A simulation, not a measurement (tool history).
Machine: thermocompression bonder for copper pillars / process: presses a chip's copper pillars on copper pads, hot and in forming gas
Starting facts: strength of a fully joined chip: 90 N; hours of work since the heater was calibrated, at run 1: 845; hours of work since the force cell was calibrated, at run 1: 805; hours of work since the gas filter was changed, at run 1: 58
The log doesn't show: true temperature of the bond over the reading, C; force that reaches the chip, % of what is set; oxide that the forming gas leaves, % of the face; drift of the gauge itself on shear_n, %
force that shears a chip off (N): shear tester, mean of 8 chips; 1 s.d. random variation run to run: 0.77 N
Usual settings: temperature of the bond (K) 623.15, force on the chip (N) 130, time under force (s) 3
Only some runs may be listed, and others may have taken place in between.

run    hour  temperature of the bond (K)  force on the chip (N)  time under force (s)  hours of work since the heater was calibrated  hours of work since the force cell was calibrated  hours of work since the gas filter was changed  force that shears a chip off (N)
  1       0                       623.15                    130                     3                                            845                                                805                                              58                              53.7
  2    47.7                       623.15                    130                     3                                            870                                                831                                              83                              54.1
  3    89.9                       623.15                    130                     3                                            893                                                853                                             105                              51.6
      110.8  -- forming gas filter changed
  4   118.7                       623.15                    130                     3                                            908                                                868                                               4                                55
  5   149.6                       623.15                    130                     3                                            924                                                885                                              21                              54.6
  6   178.3                       623.15                    130                     2                                            940                                                900                                              36                                48
  7   229.3                       623.15                    130                     3                                            967                                                927                                              63                              54.6
  8   261.3                       623.15                    130                     3                                            984                                                944                                              80                              51.8
  9   298.1                       623.15                    130                     3                                           1004                                                964                                             100                              51.2
      329.3  -- forming gas filter changed
 10     339                       614.15                    130                     3                                           1025                                                985                                               5                              48.8
 11     371                       614.15                    130                     3                                           1042                                               1002                                              22                              47.9
 12   403.8                       614.15                    130                     3                                           1060                                               1020                                              40                                49
 13   432.7                       614.15                    130                     3                                           1075                                               1035                                              55                              47.7
      438.9  -- force cell calibrated
 14   476.7                       614.15                    130                     3                                           1098                                                 20                                              78                              47.6
 15   522.1                       623.15                    130                     3                                           1122                                                 44                                             102                              52.4
      551.5  -- forming gas filter changed
 16   562.9                       635.15                    130                     3                                           1143                                                 66                                               6                              61.1
 17   587.5                       635.15                    130                     3                                           1156                                                 79                                              19                              60.5
 18   641.4                       653.15                    130                     3                                           1185                                                108                                              48                                67
        669  -- force cell calibrated, once more
 19   671.9                       653.15                    130                     3                                           1201                                                  2                                              63                                67
 20   717.7                       623.15                    130                     3                                           1225                                                 26                                              88                              49.6
 21   741.9                       633.15                     81                     2                                           1238                                                 39                                             101                              37.9
 22   767.8                       625.15                     88                     2                                           1252                                                 53                                             114                              35.4
      772.2  -- forming gas filter changed
 23   819.7                       608.15                     86                     5                                           1279                                                 80                                              25                              41.4
 24   867.3                       609.15                     86                     5                                           1304                                                105                                              51                              41.7
 25   896.1                       623.15                    109                     3                                           1320                                                121                                              66                              45.7
 26   946.6                       643.15                    109                     3                                           1347                                                148                                              93                              55.5
      992.5  -- forming gas filter changed
 27   994.7                       616.15                    138                     3                                           1372                                                173                                               1                                52
 28  1040.8                       620.15                    138                     2                                           1397                                                198                                              26                              45.6
 29  1077.2                       620.15                    138                     2                                           1416                                                217                                              45                              45.2
 30  1101.8                       612.15                    130                     3                                           1429                                                230                                              58                              45.8
 31  1137.4                       612.15                    130                     6                                           1448                                                249                                              77                              54.5
 32  1163.5                       596.15                    179                     5                                           1462                                                263                                              91                              52.5
 33  1193.6                       637.15                    130                     6                                           1478                                                279                                             107                              67.3
     1210.2  -- forming gas filter changed
 34  1245.1                       623.15                    149                     3                                           1505                                                306                                              19                              54.8
 35  1277.1                       613.15                     81                     6                                           1522                                                323                                              36                              42.7
     1302.1  -- heater calibrated with a thermocouple chip
 36    1311                       622.15                    152                     2                                              5                                                340                                              53                              55.5
 37  1347.1                       643.15                    168                     2                                             24                                                359                                              72                              67.7
 38  1398.4                       630.15                    141                     7                                             51                                                387                                              99                              72.5
 39  1427.8                       638.15                    123                     3                                             67                                                402                                             115                              62.6
     1433.2  -- forming gas filter changed
 40  1481.1                       638.15                    123                     3                                             95                                                431                                              26                              66.3

Each row is a separate what-if for the run after 40, all from the same tool condition, not one after another. Results?
  A  1510.5                       641.15                    149                     6                                            111                                                446                                              41                                 ?
  B  1510.5                       616.15                    107                     5                                            111                                                446                                              41                                 ?
  C  1510.5                       635.15                     97                     3                                            111                                                446                                              41                                 ?

run  force that shears a chip off (N)
  A                              79.2
  B                              57.5
  C                              56.9
With no hidden state in the tool, these same runs would have given:
run  force that shears a chip off (N)
  A                              80.4
  B                              57.9
  C                              57.3
